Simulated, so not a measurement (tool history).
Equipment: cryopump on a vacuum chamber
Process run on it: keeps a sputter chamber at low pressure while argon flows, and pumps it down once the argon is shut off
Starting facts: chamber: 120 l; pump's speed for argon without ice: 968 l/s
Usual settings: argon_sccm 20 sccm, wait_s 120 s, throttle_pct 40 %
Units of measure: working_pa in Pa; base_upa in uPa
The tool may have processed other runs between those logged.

run 1 hour=0 | argon_sccm=20 wait_s=120 throttle_pct=40 | working_pa=0.0887 base_upa=3.58
run 2 hour=20.7 | argon_sccm=20 wait_s=120 throttle_pct=40 | working_pa=0.0891 base_upa=3.55
run 3 hour=39.7 | argon_sccm=20 wait_s=120 throttle_pct=40 | working_pa=0.0884 base_upa=3.64
run 4 hour=80.2 | argon_sccm=20 wait_s=120 throttle_pct=40 | working_pa=0.0894 base_upa=3.56
run 5 hour=112.8 | argon_sccm=15 wait_s=120 throttle_pct=40 | working_pa=0.067 base_upa=3.58
run 6 hour=153 | argon_sccm=15 wait_s=120 throttle_pct=40 | working_pa=0.0665 base_upa=3.84
run 7 hour=184.7 | argon_sccm=20 wait_s=120 throttle_pct=40 | working_pa=0.0895 base_upa=3.78
run 8 hour=221.2 | argon_sccm=9 wait_s=120 throttle_pct=40 | working_pa=0.041 base_upa=3.85
run 9 hour=253.7 | argon_sccm=20 wait_s=44 throttle_pct=40 | working_pa=0.0895 base_upa=5.27
run 10 hour=291.1 | argon_sccm=25 wait_s=44 throttle_pct=40 | working_pa=0.1125 base_upa=5.33
run 11 hour=325.6 | argon_sccm=25 wait_s=44 throttle_pct=40 | working_pa=0.1127 base_upa=5.59
run 12 hour=370.3 | argon_sccm=20 wait_s=120 throttle_pct=40 | working_pa=0.0902 base_upa=4.11
run 13 hour=394.4 | argon_sccm=20 wait_s=120 throttle_pct=40 | working_pa=0.0904 base_upa=4.18
run 14 hour=439.8 | argon_sccm=20 wait_s=120 throttle_pct=40 | working_pa=0.0918 base_upa=4.14
run 15 hour=467.2 | argon_sccm=20 wait_s=120 throttle_pct=40 | working_pa=0.0906 base_upa=4.21
run 16 hour=502.4 | argon_sccm=20 wait_s=204 throttle_pct=40 | working_pa=0.0913 base_upa=3.87
run 17 hour=548.4 | argon_sccm=20 wait_s=120 throttle_pct=40 | working_pa=0.0909 base_upa=4.36
run 18 hour=568 | argon_sccm=31 wait_s=132 throttle_pct=40 | working_pa=0.1417 base_upa=4.29
run 19 hour=608.2 | argon_sccm=31 wait_s=132 throttle_pct=40 | working_pa=0.1422 base_upa=4.37
run 20 hour=633.4 | argon_sccm=12 wait_s=166 throttle_pct=32 | working_pa=0.0686 base_upa=4.16
run 21 hour=656.2 | argon_sccm=12 wait_s=166 throttle_pct=32 | working_pa=0.068 base_upa=4.4
run 22 hour=690.2 | argon_sccm=10 wait_s=120 throttle_pct=20 | working_pa=0.0904 base_upa=4.5
run 23 hour=720.7 | argon_sccm=23 wait_s=246 throttle_pct=28 | working_pa=0.1478 base_upa=4.3
run 24 hour=744.6 | argon_sccm=23 wait_s=246 throttle_pct=28 | working_pa=0.1492 base_upa=4.4
run 25 hour=783.6 | argon_sccm=20 wait_s=120 throttle_pct=28 | working_pa=0.1291 base_upa=4.91
run 26 hour=828.9 | argon_sccm=20 wait_s=120 throttle_pct=28 | working_pa=0.1297 base_upa=4.86
run 27 hour=866.4 | argon_sccm=20 wait_s=50 throttle_pct=26 | working_pa=0.1391 base_upa=5.95
run 28 hour=904.9 | argon_sccm=38 wait_s=120 throttle_pct=20 | working_pa=0.342 base_upa=5.15
run 29 hour=946.7 | argon_sccm=38 wait_s=120 throttle_pct=20 | working_pa=0.3428 base_upa=5.08
run 30 hour=984.6 | argon_sccm=38 wait_s=120 throttle_pct=20 | working_pa=0.3443 base_upa=4.98
run 31 hour=1022.7 | argon_sccm=17 wait_s=271 throttle_pct=45 | working_pa=0.0716 base_upa=4.6
run 32 hour=1053.6 | argon_sccm=14 wait_s=94 throttle_pct=26 | working_pa=0.098 base_upa=5.49
run 33 hour=1075.1 | argon_sccm=14 wait_s=94 throttle_pct=26 | working_pa=0.0983 base_upa=5.51
run 34 hour=1095.3 | argon_sccm=20 wait_s=80 throttle_pct=40 | working_pa=0.095 base_upa=5.69

Below, each run's measurement less what the same run would have read without the hidden state. Both values contain the same run-to-run variation, but the gauge's scatter may not be the same in both:
Hidden conditions of the tool in this case: pump's speed, % of a pump's without ice; cold plate's temperature, K; leak into the chamber, uPa l/s; drift of the gauge itself on working_pa, %; drift of the gauge itself on base_upa, %.
run=1 working_pa=+0.0014 base_upa=+2.42
run=2 working_pa=+0.0015 base_upa=+2.42
run=3 working_pa=+0.0016 base_upa=+2.49
run=4 working_pa=+0.0018 base_upa=+2.46
run=5 working_pa=+0.0015 base_upa=+2.51
run=6 working_pa=+0.0016 base_upa=+2.69
run=7 working_pa=+0.0023 base_upa=+2.65
run=8 working_pa=+0.0011 base_upa=+2.72
run=9 working_pa=+0.0026 base_upa=+2.75
run=10 working_pa=+0.0034 base_upa=+2.82
run=11 working_pa=+0.0036 base_upa=+2.96
run=12 working_pa=+0.0031 base_upa=+2.99
run=13 working_pa=+0.0033 base_upa=+3.06
run=14 working_pa=+0.0034 base_upa=+3.04
run=15 working_pa=+0.0035 base_upa=+3.08
run=16 working_pa=+0.0038 base_upa=+3.1
run=17 working_pa=+0.004 base_upa=+3.24
run=18 working_pa=+0.0063 base_upa=+3.25
run=19 working_pa=+0.0067 base_upa=+3.34
run=20 working_pa=+0.0026 base_upa=+3.31
run=21 working_pa=+0.0027 base_upa=+3.47
run=22 working_pa=+0.0024 base_upa=+3.42
run=23 working_pa=+0.0056 base_upa=+3.58
run=24 working_pa=+0.0057 base_upa=+3.66
run=25 working_pa=+0.0052 base_upa=+3.75
run=26 working_pa=+0.0054 base_upa=+3.73
run=27 working_pa=+0.0056 base_upa=+3.72
run=28 working_pa=+0.0111 base_upa=+3.98
run=29 working_pa=+0.0115 base_upa=+3.95
run=30 working_pa=+0.0119 base_upa=+3.86
run=31 working_pa=+0.0055 base_upa=+3.98
run=32 working_pa=+0.0047 base_upa=+4.17
run=33 working_pa=+0.0047 base_upa=+4.15
run=34 working_pa=+0.007 base_upa=+4.17
